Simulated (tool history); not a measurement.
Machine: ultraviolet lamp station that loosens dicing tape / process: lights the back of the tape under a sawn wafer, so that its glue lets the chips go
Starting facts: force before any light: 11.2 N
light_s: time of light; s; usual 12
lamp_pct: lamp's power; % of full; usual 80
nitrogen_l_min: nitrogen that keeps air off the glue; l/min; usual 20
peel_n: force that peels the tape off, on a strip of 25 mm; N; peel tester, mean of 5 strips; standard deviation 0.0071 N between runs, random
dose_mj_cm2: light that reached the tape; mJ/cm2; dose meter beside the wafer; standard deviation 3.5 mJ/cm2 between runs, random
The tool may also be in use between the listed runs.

run 1 hour=0.0 | light_s=12 lamp_pct=80 nitrogen_l_min=20 | peel_n=0.307 dose_mj_cm2=536
run 2 hour=53.0 | light_s=12 lamp_pct=80 nitrogen_l_min=20 | peel_n=0.330 dose_mj_cm2=519
run 3 hour=87.2 | light_s=12 lamp_pct=80 nitrogen_l_min=20 | peel_n=0.332 dose_mj_cm2=513
run 4 hour=139.5 | light_s=12 lamp_pct=80 nitrogen_l_min=20 | peel_n=0.346 dose_mj_cm2=505
run 5 hour=163.9 | light_s=12 lamp_pct=80 nitrogen_l_min=20 | peel_n=0.357 dose_mj_cm2=499
run 6 hour=201.7 | light_s=12 lamp_pct=68 nitrogen_l_min=20 | peel_n=0.549 dose_mj_cm2=422
run 7 hour=227.7 | light_s=12 lamp_pct=77 nitrogen_l_min=20 | peel_n=0.420 dose_mj_cm2=461
run 8 hour=274.3 | light_s=12 lamp_pct=77 nitrogen_l_min=20 | peel_n=0.439 dose_mj_cm2=456
run 9 hour=318.1 | light_s=12 lamp_pct=77 nitrogen_l_min=20 | peel_n=0.454 dose_mj_cm2=452
run 10 hour=345.1 | light_s=12 lamp_pct=77 nitrogen_l_min=20 | peel_n=0.479 dose_mj_cm2=445
run 11 hour=371.2 | light_s=12 lamp_pct=77 nitrogen_l_min=20 | peel_n=0.505 dose_mj_cm2=440
run 12 hour=402.8 | light_s=12 lamp_pct=77 nitrogen_l_min=20 | peel_n=0.484 dose_mj_cm2=432
run 13 hour=439.1 | light_s=12 lamp_pct=77 nitrogen_l_min=20 | peel_n=0.507 dose_mj_cm2=429
run 14 hour=492.2 | light_s=12 lamp_pct=77 nitrogen_l_min=20 | peel_n=0.551 dose_mj_cm2=416
run 15 hour=541.2 | light_s=12 lamp_pct=77 nitrogen_l_min=20 | peel_n=0.584 dose_mj_cm2=408
-- hour=571.1 window cleaned of glue's vapour
run 16 hour=577.7 | light_s=12 lamp_pct=93 nitrogen_l_min=20 | peel_n=0.282 dose_mj_cm2=559
run 17 hour=610.2 | light_s=12 lamp_pct=93 nitrogen_l_min=20 | peel_n=0.279 dose_mj_cm2=547
run 18 hour=648.8 | light_s=12 lamp_pct=93 nitrogen_l_min=20 | peel_n=0.296 dose_mj_cm2=531
run 19 hour=672.1 | light_s=12 lamp_pct=93 nitrogen_l_min=20 | peel_n=0.318 dose_mj_cm2=530
run 20 hour=723.1 | light_s=12 lamp_pct=93 nitrogen_l_min=20 | peel_n=0.324 dose_mj_cm2=517
run 21 hour=749.4 | light_s=12 lamp_pct=66 nitrogen_l_min=20 | peel_n=0.762 dose_mj_cm2=367
run 22 hour=787.0 | light_s=12 lamp_pct=66 nitrogen_l_min=20 | peel_n=0.805 dose_mj_cm2=358
run 23 hour=809.9 | light_s=12 lamp_pct=66 nitrogen_l_min=20 | peel_n=0.759 dose_mj_cm2=360
run 24 hour=832.6 | light_s=24 lamp_pct=86 nitrogen_l_min=33 | peel_n=0.137 dose_mj_cm2=924
run 25 hour=863.2 | light_s=24 lamp_pct=86 nitrogen_l_min=33 | peel_n=0.139 dose_mj_cm2=896
run 26 hour=887.6 | light_s=20 lamp_pct=80 nitrogen_l_min=27 | peel_n=0.171 dose_mj_cm2=709
run 27 hour=927.2 | light_s=20 lamp_pct=80 nitrogen_l_min=27 | peel_n=0.167 dose_mj_cm2=682
run 28 hour=950.5 | light_s=12 lamp_pct=99 nitrogen_l_min=36 | peel_n=0.242 dose_mj_cm2=506
run 29 hour=978.6 | light_s=12 lamp_pct=99 nitrogen_l_min=36 | peel_n=0.254 dose_mj_cm2=492
run 30 hour=1003.2 | light_s=12 lamp_pct=99 nitrogen_l_min=36 | peel_n=0.260 dose_mj_cm2=490
run 31 hour=1048.7 | light_s=12 lamp_pct=99 nitrogen_l_min=36 | peel_n=0.271 dose_mj_cm2=476
-- hour=1092.7 lamp changed
run 32 hour=1092.7 | light_s=9 lamp_pct=75 nitrogen_l_min=10 | peel_n=1.325 dose_mj_cm2=367
run 33 hour=1119.6 | light_s=8 lamp_pct=64 nitrogen_l_min=12 | peel_n=1.889 dose_mj_cm2=272
run 34 hour=1162.7 | light_s=12 lamp_pct=91 nitrogen_l_min=20 | peel_n=0.255 dose_mj_cm2=572
run 35 hour=1214.5 | light_s=8 lamp_pct=78 nitrogen_l_min=8 | peel_n=1.835 dose_mj_cm2=321
run 36 hour=1242.7 | light_s=8 lamp_pct=80 nitrogen_l_min=12 | peel_n=1.391 dose_mj_cm2=324
-- hour=1268.9 window cleaned of glue's vapour
run 37 hour=1283.7 | light_s=8 lamp_pct=80 nitrogen_l_min=12 | peel_n=1.123 dose_mj_cm2=364
run 38 hour=1340.3 | light_s=10 lamp_pct=65 nitrogen_l_min=39 | peel_n=0.499 dose_mj_cm2=362
run 39 hour=1368.2 | light_s=10 lamp_pct=65 nitrogen_l_min=39 | peel_n=0.515 dose_mj_cm2=361
run 40 hour=1404.2 | light_s=10 lamp_pct=65 nitrogen_l_min=39 | peel_n=0.564 dose_mj_cm2=353
run 41 hour=1429.5 | light_s=10 lamp_pct=74 nitrogen_l_min=39 | peel_n=0.431 dose_mj_cm2=400
run 42 hour=1453.4 | light_s=10 lamp_pct=93 nitrogen_l_min=17 | peel_n=0.400 dose_mj_cm2=495
run 43 hour=1489.7 | light_s=10 lamp_pct=93 nitrogen_l_min=17 | peel_n=0.429 dose_mj_cm2=482
run 44 hour=1518.4 | light_s=8 lamp_pct=70 nitrogen_l_min=8 | peel_n=2.219 dose_mj_cm2=290

Predict each of these 3 candidate next runs independently; none follows another, all start after run 44:
run A hour=1572.1 | light_s=13 lamp_pct=67 nitrogen_l_min=6 | peel_n=? dose_mj_cm2=?
run B hour=1572.1 | light_s=8 lamp_pct=66 nitrogen_l_min=6 | peel_n=? dose_mj_cm2=?
run C hour=1572.1 | light_s=22 lamp_pct=69 nitrogen_l_min=8 | peel_n=? dose_mj_cm2=?

run=A peel_n=1.247 dose_mj_cm2=448
run=B peel_n=2.913 dose_mj_cm2=267
run=C peel_n=0.277 dose_mj_cm2=773
The same runs, with their run-to-run variation unchanged, on a tool lacking any hidden condition would have given:
run=A peel_n=0.855 dose_mj_cm2=532
run=B peel_n=2.272 dose_mj_cm2=317
run=C peel_n=0.199 dose_mj_cm2=918

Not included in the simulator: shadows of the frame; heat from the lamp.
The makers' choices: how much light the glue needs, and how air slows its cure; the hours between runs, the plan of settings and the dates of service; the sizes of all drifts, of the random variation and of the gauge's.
